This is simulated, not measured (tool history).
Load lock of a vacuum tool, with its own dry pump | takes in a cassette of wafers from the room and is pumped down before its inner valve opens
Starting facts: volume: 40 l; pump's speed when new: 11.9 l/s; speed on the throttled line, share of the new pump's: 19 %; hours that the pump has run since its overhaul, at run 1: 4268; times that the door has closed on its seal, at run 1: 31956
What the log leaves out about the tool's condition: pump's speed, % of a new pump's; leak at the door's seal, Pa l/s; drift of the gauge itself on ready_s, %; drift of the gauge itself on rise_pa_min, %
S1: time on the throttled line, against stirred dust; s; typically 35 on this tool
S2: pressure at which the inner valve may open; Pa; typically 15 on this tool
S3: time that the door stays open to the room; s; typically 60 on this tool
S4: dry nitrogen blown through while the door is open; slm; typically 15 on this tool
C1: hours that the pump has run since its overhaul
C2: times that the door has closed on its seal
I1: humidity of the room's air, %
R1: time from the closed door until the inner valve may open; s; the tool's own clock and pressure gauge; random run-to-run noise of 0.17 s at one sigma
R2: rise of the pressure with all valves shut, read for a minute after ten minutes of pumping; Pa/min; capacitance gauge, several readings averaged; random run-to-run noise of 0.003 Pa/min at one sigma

run,hour,S1,S2,S3,S4,C1,C2,I1,R1,R2
1,0.0,35,15,60,15,4268,31956,42.6,58.2,0.032
2,310.2,35,15,60,15,4578,32916,43.0,58.6,0.039
3,673.1,35,15,60,15,4941,34038,42.7,58.4,0.036
4,1079.4,35,15,60,15,5347,35296,48.4,58.4,0.042
5,1397.6,35,15,60,7,5665,36280,43.8,58.3,0.042
6,2023.1,35,15,107,15,6291,38216,44.7,58.3,0.051
7,2632.2,35,15,107,15,6900,40100,44.6,58.4,0.052
8,3055.4,35,15,107,15,7323,41410,46.7,58.1,0.054
9,3593.8,35,15,61,15,7861,43076,45.5,58.5,0.046
10,4145.8,35,15,60,20,8413,44784,46.0,58.3,0.039
11,4735.3,35,19,54,20,9003,46608,41.9,57.3,0.029
# hour 5095.1: door's seal changed, seat wiped
12,5095.1,35,17,67,9,9361,0,42.0,57.9,0.041
13,5432.4,35,17,67,9,9699,1044,44.0,57.7,0.049
14,5955.3,27,17,35,9,10221,2662,47.8,51.5,0.040
15,6434.6,27,14,35,9,10701,4145,46.5,52.1,0.033
16,6784.0,35,15,60,7,11050,5226,46.0,58.6,0.046
17,7194.5,35,15,28,9,11461,6496,46.4,58.0,0.030
18,7469.0,63,27,175,8,11735,7346,43.6,79.1,0.072
19,7839.6,63,27,175,8,12106,8492,47.1,79.0,0.078

Consider 4 possible next runs. They are alternatives, not a sequence: every one starts from the tool as it was left by run 19. What does each give?
A,8330.0,63,27,167,8,12596,10010,45.2,?,?
B,8330.0,63,27,175,16,12596,10010,46.0,?,?
C,8330.0,63,15,175,31,12596,10010,45.1,?,?
D,8330.0,35,22,190,14,12596,10010,43.2,?,?

run,R1,R2
A,79.5,0.072
B,79.2,0.075
C,81.2,0.054
D,56.9,0.072
The same runs, with their run-to-run variation unchanged, on a tool lacking any hidden condition would have given:
run,R1,R2
A,79.5,0.072
B,79.2,0.075
C,81.2,0.054
D,56.9,0.072

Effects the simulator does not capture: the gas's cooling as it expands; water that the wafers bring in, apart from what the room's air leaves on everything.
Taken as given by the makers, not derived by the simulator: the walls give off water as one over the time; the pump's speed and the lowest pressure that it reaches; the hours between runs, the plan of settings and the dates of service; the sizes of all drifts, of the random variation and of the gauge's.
